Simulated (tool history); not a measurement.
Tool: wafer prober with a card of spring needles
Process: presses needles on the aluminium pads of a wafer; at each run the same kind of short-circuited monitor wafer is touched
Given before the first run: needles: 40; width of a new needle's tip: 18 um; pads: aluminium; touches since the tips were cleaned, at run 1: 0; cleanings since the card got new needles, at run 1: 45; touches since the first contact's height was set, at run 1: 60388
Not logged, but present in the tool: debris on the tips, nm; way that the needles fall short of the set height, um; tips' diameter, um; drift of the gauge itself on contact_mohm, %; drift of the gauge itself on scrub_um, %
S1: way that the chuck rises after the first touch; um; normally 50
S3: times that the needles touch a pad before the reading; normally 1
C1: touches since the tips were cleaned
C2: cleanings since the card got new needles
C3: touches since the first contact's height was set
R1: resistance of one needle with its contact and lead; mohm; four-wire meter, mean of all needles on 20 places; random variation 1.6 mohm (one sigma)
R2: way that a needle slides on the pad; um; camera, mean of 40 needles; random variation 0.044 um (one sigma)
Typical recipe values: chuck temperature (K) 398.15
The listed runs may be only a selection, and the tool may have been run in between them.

Run 1, hour 0.0: usual settings; C1 0; C2 45; C3 60388. Result: R1 171 mohm, R2 8.33 um.
At hour 10.2: tips cleaned on abrasive film.
At hour 20.5: tips cleaned on abrasive film.
At hour 28.8: tips cleaned on abrasive film.
Run 2, hour 36.9: usual settings; C1 2959; C2 48; C3 73829. Result: R1 238 mohm, R2 8.25 um.
At hour 39.1: tips cleaned on abrasive film.
At hour 47.4: tips cleaned on abrasive film.
At hour 57.6: tips cleaned on abrasive film.
At hour 66.0: tips cleaned on abrasive film.
Run 3, hour 71.4: usual settings; C1 1988; C2 52; C3 86337. Result: R1 224 mohm, R2 8.13 um.
At hour 75.6: tips cleaned on abrasive film.
At hour 85.9: tips cleaned on abrasive film.
At hour 96.2: tips cleaned on abrasive film.
At hour 96.5: height of the first contact set anew.
Run 4, hour 98.1: usual settings; C1 589; C2 55; C3 589. Result: R1 191 mohm, R2 8.07 um.
At hour 106.4: tips cleaned on abrasive film.
At hour 114.7: tips cleaned on abrasive film.
At hour 125.0: tips cleaned on abrasive film.
Run 5, hour 132.0: usual settings; C1 2572; C2 58; C3 12944. Result: R1 230 mohm, R2 7.93 um.
At hour 134.2: tips cleaned on abrasive film.
At hour 143.9: tips cleaned on abrasive film.
At hour 154.2: tips cleaned on abrasive film.
At hour 162.5: tips cleaned on abrasive film.
Run 6, hour 163.0: usual settings; C1 181; C2 62; C3 24188. Result: R1 174 mohm, R2 7.94 um.
At hour 171.1: tips cleaned on abrasive film.
At hour 179.4: tips cleaned on abrasive film.
At hour 189.8: tips cleaned on abrasive film.
Run 7, hour 196.4: usual settings; C1 2435; C2 65; C3 36347. Result: R1 242 mohm, R2 7.86 um.
At hour 198.6: tips cleaned on abrasive film.
At hour 208.5: tips cleaned on abrasive film.
At hour 216.9: tips cleaned on abrasive film.
At hour 227.2: tips cleaned on abrasive film.
At hour 235.5: tips cleaned on abrasive film.
Run 8, hour 236.9: usual settings; C1 498; C2 70; C3 51013. Result: R1 183 mohm, R2 7.81 um.
At hour 245.2: tips cleaned on abrasive film.
At hour 255.5: tips cleaned on abrasive film.
Run 9, hour 262.7: usual settings; C1 2670; C2 72; C3 60433. Result: R1 250 mohm, R2 7.72 um.
At hour 264.9: tips cleaned on abrasive film.
At hour 273.2: tips cleaned on abrasive film.
At hour 283.4: tips cleaned on abrasive film.
At hour 293.7: tips cleaned on abrasive film.
Run 10, hour 296.8: usual settings; C1 1137; C2 76; C3 72784. Result: R1 214 mohm, R2 7.69 um.
At hour 303.0: tips cleaned on abrasive film.
At hour 312.7: tips cleaned on abrasive film.
Run 11, hour 316.7: usual settings; C1 1452; C2 78; C3 80012. Result: R1 226 mohm, R2 7.66 um.
At hour 322.3: tips cleaned on abrasive film.
At hour 324.7: height of the first contact set anew, once more.
At hour 333.0: tips cleaned on abrasive film.
At hour 342.7: tips cleaned on abrasive film.
Run 12, hour 346.5: usual settings; C1 1382; C2 81; C3 7930. Result: R1 215 mohm, R2 8.46 um.
At hour 352.4: tips cleaned on abrasive film.
At hour 360.7: tips cleaned on abrasive film.
At hour 370.4: tips cleaned on abrasive film.
Run 13, hour 370.4: usual settings; C1 0; C2 84; C3 16591. Result: R1 167 mohm, R2 8.41 um.
At hour 380.7: tips cleaned on abrasive film.
At hour 391.0: tips cleaned on abrasive film.
At hour 399.8: tips cleaned on abrasive film.
Run 14, hour 399.8: usual settings but chuck temperature (K) 343.15; C1 0; C2 87; C3 27272. Result: R1 158 mohm, R2 8.32 um.
At hour 408.1: tips cleaned on abrasive film.
At hour 418.4: tips cleaned on abrasive film.
Run 15, hour 423.3: usual settings but chuck temperature (K) 343.15; C1 1772; C2 89; C3 35828. Result: R1 216 mohm, R2 8.40 um.
At hour 427.5: tips cleaned on abrasive film.
At hour 437.8: tips cleaned on abrasive film.
At hour 447.5: tips cleaned on abrasive film.
Run 16, hour 447.5: usual settings but chuck temperature (K) 309.15; C1 0; C2 92; C3 44633. Result: R1 152 mohm, R2 8.32 um.
At hour 457.7: tips cleaned on abrasive film.
At hour 467.7: tips cleaned on abrasive film.
At hour 476.2: tips cleaned on abrasive film.
Run 17, hour 476.2: usual settings but chuck temperature (K) 299.15, S3 2; C1 0; C2 95; C3 55057. Result: R1 150 mohm, R2 8.27 um.
At hour 486.3: tips cleaned on abrasive film.
At hour 494.6: tips cleaned on abrasive film.
At hour 504.7: tips cleaned on abrasive film.
At hour 514.7: tips cleaned on abrasive film.
Run 18, hour 514.7: usual settings but chuck temperature (K) 299.15, S3 2; C1 0; C2 99; C3 69025. Result: R1 151 mohm, R2 8.19 um.
At hour 523.0: tips cleaned on abrasive film.
At hour 531.3: tips cleaned on abrasive film.
At hour 541.6: tips cleaned on abrasive film.
At hour 550.6: tips cleaned on abrasive film.
Run 19, hour 550.6: usual settings but S1 61 um, chuck temperature (K) 360.15, S3 2; C1 0; C2 103; C3 82070. Result: R1 162 mohm, R2 10.05 um.
At hour 560.6: tips cleaned on abrasive film.
At hour 570.2: tips cleaned on abrasive film.
Run 20, hour 572.8: usual settings but S1 53 um, chuck temperature (K) 377.15; C1 945; C2 105; C3 90156. Result: R1 194 mohm, R2 8.60 um.
At hour 578.7: tips cleaned on abrasive film.
At hour 586.8: height of the first contact set anew.
At hour 588.9: tips cleaned on abrasive film.
At hour 598.9: tips cleaned on abrasive film.
Run 21, hour 598.9: usual settings but S1 53 um, chuck temperature (K) 377.15; C1 0; C2 108; C3 4374. Result: R1 165 mohm, R2 8.95 um.
At hour 607.2: tips cleaned on abrasive film.
At hour 617.2: tips cleaned on abrasive film.
At hour 627.2: tips cleaned on abrasive film.
Run 22, hour 628.8: usual settings but S1 30 um, chuck temperature (K) 372.15, S3 2; C1 598; C2 111; C3 15257. Result: R1 214 mohm, R2 4.93 um.
At hour 637.1: tips cleaned on abrasive film.
At hour 646.7: tips cleaned on abrasive film.
At hour 656.8: tips cleaned on abrasive film.
At hour 667.1: tips cleaned on abrasive film.
Run 23, hour 668.0: usual settings but S1 30 um, chuck temperature (K) 372.15, S3 2; C1 337; C2 115; C3 29488. Result: R1 202 mohm, R2 4.93 um.
At hour 676.3: tips cleaned on abrasive film.
At hour 686.3: tips cleaned on abrasive film.
At hour 696.6: tips cleaned on abrasive film.
Run 24, hour 701.5: usual settings but S1 32 um, chuck temperature (K) 325.15; C1 1801; C2 118; C3 41688. Result: R1 318 mohm, R2 5.24 um.
At hour 705.7: tips cleaned on abrasive film.
At hour 715.8: tips cleaned on abrasive film.
At hour 726.1: tips cleaned on abrasive film.
At hour 735.7: tips cleaned on abrasive film.
Run 25, hour 735.7: usual settings but S1 60 um, chuck temperature (K) 304.15, S3 2; C1 0; C2 122; C3 54090. Result: R1 146 mohm, R2 9.89 um.
At hour 745.6: tips cleaned on abrasive film.
At hour 753.9: tips cleaned on abrasive film.
At hour 764.3: tips cleaned on abrasive film.
Run 26, hour 768.9: usual settings but S1 41 um, chuck temperature (K) 304.15, S3 2; C1 1701; C2 125; C3 66195. Result: R1 206 mohm, R2 6.69 um.
At hour 773.1: tips cleaned on abrasive film.
At hour 783.2: tips cleaned on abrasive film.
At hour 793.1: tips cleaned on abrasive film.
Run 27, hour 799.1: usual settings but S1 41 um, chuck temperature (K) 304.15, S3 2; C1 2192; C2 128; C3 77154. Result: R1 225 mohm, R2 6.62 um.
At hour 803.3: tips cleaned on abrasive film.
At hour 811.6: tips cleaned on abrasive film.
At hour 820.7: tips cleaned on abrasive film.
Run 28, hour 820.7: usual settings but S1 41 um, chuck temperature (K) 307.15, S3 2; C1 0; C2 131; C3 84976. Result: R1 162 mohm, R2 6.54 um.

4 options for the next run, each taken on its own from the tool as it stands now. Forecast them:
At hour 830.9: tips cleaned on abrasive film.
At hour 840.6: tips cleaned on abrasive film.
Run A, hour 846.3: usual settings but S1 41 um, chuck temperature (K) 307.15, S3 2; C1 2072; C2 133; C3 94295. Result: R1 ?, R2 ?.
At hour 830.9: tips cleaned on abrasive film.
At hour 840.6: tips cleaned on abrasive film.
Run B, hour 846.3: usual settings but S1 37 um, chuck temperature (K) 307.15; C1 2072; C2 133; C3 94295. Result: R1 ?, R2 ?.
At hour 830.9: tips cleaned on abrasive film.
At hour 840.6: tips cleaned on abrasive film.
Run C, hour 846.3: usual settings but S1 61 um, chuck temperature (K) 332.15, S3 3; C1 2072; C2 133; C3 94295. Result: R1 ?, R2 ?.
At hour 830.9: tips cleaned on abrasive film.
At hour 840.6: tips cleaned on abrasive film.
Run D, hour 846.3: usual settings but chuck temperature (K) 339.15; C1 2072; C2 133; C3 94295. Result: R1 ?, R2 ?.

run   R1    R2
  A  226  6.60
  B  312  5.90
  C  171  9.92
  D  245  8.16
Had the tool no hidden state, the same runs would have come out as:
run   R1     R2
  A  145   6.97
  B  149   6.27
  C  148  10.29
  D  156   8.53

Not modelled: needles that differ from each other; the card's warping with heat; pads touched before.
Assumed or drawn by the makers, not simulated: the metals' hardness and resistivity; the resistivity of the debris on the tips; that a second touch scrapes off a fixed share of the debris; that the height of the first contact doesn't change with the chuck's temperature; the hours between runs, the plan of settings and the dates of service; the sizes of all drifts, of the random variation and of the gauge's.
